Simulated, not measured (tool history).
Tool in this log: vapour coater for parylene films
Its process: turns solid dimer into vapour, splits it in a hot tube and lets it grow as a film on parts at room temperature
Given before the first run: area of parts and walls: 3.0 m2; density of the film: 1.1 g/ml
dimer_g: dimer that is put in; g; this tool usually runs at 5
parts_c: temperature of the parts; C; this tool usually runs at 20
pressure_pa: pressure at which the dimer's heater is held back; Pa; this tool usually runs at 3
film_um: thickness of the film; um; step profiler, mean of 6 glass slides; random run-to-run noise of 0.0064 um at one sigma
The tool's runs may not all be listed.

run	hour	dimer_g	parts_c	pressure_pa	film_um
1	0	5	20	3	0.844
2	14.4	5	20	3	0.844
3	27.8	5	20	3	0.838
4	41.7	4	20	3	0.675
5	50.9	4	20	3	0.671
6	66	4	20	3	0.672
# hour 76.8: trap's valve overhauled
7	90.1	5	20	3	0.849
8	105	5	20	3	0.856
9	115.5	5	20	3	0.839
10	131.6	5	20	2.55	0.863
11	149.1	5	20	2.55	0.883
12	161.1	5	18	3.37	0.85
13	180.6	6	16	2.62	1.138
14	193.8	6	16	2.62	1.127
15	206.6	6	16	2.62	1.128

Run 16 is up next; what results do you expect?
16	219.1	3	19	4.14	?

film_um: 0.485 um
With the hidden condition absent and the run-to-run variation left alone, this run would have shown film_um 0.485 um.
